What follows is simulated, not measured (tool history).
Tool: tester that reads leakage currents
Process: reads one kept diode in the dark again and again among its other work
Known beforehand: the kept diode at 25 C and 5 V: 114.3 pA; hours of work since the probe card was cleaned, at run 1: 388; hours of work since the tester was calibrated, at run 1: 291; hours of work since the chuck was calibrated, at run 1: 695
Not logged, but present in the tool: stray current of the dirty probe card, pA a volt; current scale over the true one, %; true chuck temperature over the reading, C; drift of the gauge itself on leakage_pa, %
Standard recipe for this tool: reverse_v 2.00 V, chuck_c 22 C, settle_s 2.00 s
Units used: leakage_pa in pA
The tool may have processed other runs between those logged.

run	hour	reverse_v	chuck_c	settle_s	hours of work since the probe card was cleaned	hours of work since the tester was calibrated	hours of work since the chuck was calibrated	leakage_pa
1	0.0	2.00	22	2.00	388	291	695	59.37
2	76.7	2.00	22	2.00	422	325	729	59.66
3	125.6	2.00	22	2.00	444	347	750	59.46
4	208.5	2.00	22	2.00	481	383	787	59.81
5	292.4	2.00	22	2.00	518	421	824	59.41
6	338.0	2.00	22	2.00	538	441	845	59.63
7	381.4	1.48	22	2.00	558	460	864	51.57
8	428.6	1.48	22	2.00	579	481	885	51.73
9	464.0	1.48	22	2.00	594	497	900	51.97
10	529.9	1.48	22	2.00	623	526	930	51.95
11	588.6	2.00	22	0.40	650	552	956	61.07
12	627.5	2.00	22	0.40	667	569	973	61.10
13	681.1	2.00	22	0.40	691	593	997	61.06
14	727.3	2.00	22	2.00	711	614	1017	59.61
15	811.9	2.00	22	2.00	749	651	1055	59.56
16	850.7	2.00	53	2.00	766	668	1072	584.53
17	897.7	2.00	53	2.00	787	689	1093	586.22
18	961.9	2.00	53	2.00	815	718	1121	588.56
19	1036.8	2.00	53	2.00	848	751	1155	585.91
20	1083.9	2.00	53	2.00	869	772	1176	587.27
21	1145.2	2.00	53	2.00	897	799	1203	584.06
22	1211.9	2.00	53	2.00	926	829	1232	583.40
23	1271.5	2.04	59	0.48	953	855	1259	875.95
24	1342.0	14.45	53	2.10	984	886	1290	1441.47
25	1418.9	1.53	36	2.10	1018	920	1324	155.79
26	1482.0	7.18	55	2.00	1046	948	1352	1196.14
27	1558.9	7.18	55	2.00	1080	982	1386	1192.34
28	1641.6	7.18	55	2.00	1117	1019	1423	1195.49
29	1725.2	2.00	47	2.00	1154	1056	1460	390.27
30	1791.0	1.54	40	4.78	1183	1086	1489	210.78
31	1835.1	1.54	40	4.78	1203	1105	1509	210.70
32	1884.0	1.54	40	4.78	1224	1127	1531	210.05
33	1933.8	1.54	40	4.78	1246	1149	1553	209.96
34	1999.0	1.54	40	4.78	1275	1178	1582	210.88
35	2046.4	1.22	22	1.18	1296	1199	1603	47.75
36	2087.0	1.22	22	1.18	1314	1217	1621	47.60
37	2136.5	2.20	37	6.35	1336	1239	1643	197.78
38	2201.5	2.20	37	6.35	1365	1268	1672	198.42
39	2243.7	16.59	22	4.65	1384	1286	1690	155.80

Forecast each of these 4 alternatives for the next run:
A	2321.8	1.75	21	6.16	1419	1321	1725	?
B	2321.8	5.41	31	0.96	1419	1321	1725	?
C	2321.8	6.32	20	4.65	1419	1321	1725	?
D	2321.8	19.20	22	0.30	1419	1321	1725	?

run	leakage_pa
A	51.59
B	192.29
C	84.99
D	187.53
Had the tool no hidden state, the same runs would have come out as:
run	leakage_pa
A	51.56
B	192.19
C	84.93
D	187.39

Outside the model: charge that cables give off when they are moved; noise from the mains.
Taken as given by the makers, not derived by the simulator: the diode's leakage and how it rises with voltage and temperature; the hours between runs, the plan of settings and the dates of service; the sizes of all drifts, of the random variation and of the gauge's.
